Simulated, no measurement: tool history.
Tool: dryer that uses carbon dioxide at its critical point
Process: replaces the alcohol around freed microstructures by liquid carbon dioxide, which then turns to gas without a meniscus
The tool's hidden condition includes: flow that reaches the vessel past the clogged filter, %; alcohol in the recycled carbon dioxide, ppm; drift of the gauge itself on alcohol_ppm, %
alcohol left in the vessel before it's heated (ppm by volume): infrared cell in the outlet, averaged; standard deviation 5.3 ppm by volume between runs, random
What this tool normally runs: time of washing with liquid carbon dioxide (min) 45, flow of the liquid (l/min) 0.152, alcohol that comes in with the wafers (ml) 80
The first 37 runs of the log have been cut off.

run   hour  time of washing with liquid carbon dioxide (min)  flow of the liquid (l/min)  alcohol that comes in with the wafers (ml)  hours of work since the filter was changed  hours of work since the purifier's bed was changed  alcohol left in the vessel before it's heated (ppm by volume)
 38    383                                                45                       0.236                                          24                                          58                                                 500                                                             96
 39  394.4                                                71                       0.226                                          80                                          66                                                 509                                                             97
 40  405.6                                                45                       0.152                                          96                                          75                                                 517                                                            292
 41  416.8                                                45                       0.152                                          96                                          83                                                 525                                                            293
 42  430.4                                                45                       0.244                                          96                                          93                                                 536                                                            108
 43  444.6                                                28                       0.097                                          55                                         104                                                 546                                                           4820
       455  -- purifier's bed changed
 44    455                                                28                       0.168                                          72                                         109                                                   0                                                           1155
 45  468.6                                                54                       0.231                                          93                                         119                                                  10                                                              9

The next listed run, before its measurement:
 46  476.3                                                45                       0.243                                          80                                         125                                                  16                                                              ?

Run 46 yielded alcohol left in the vessel before it's heated (ppm by volume) 13.
The same run, on a tool lacking any hidden state, would have yielded alcohol left in the vessel before it's heated (ppm by volume) 5.
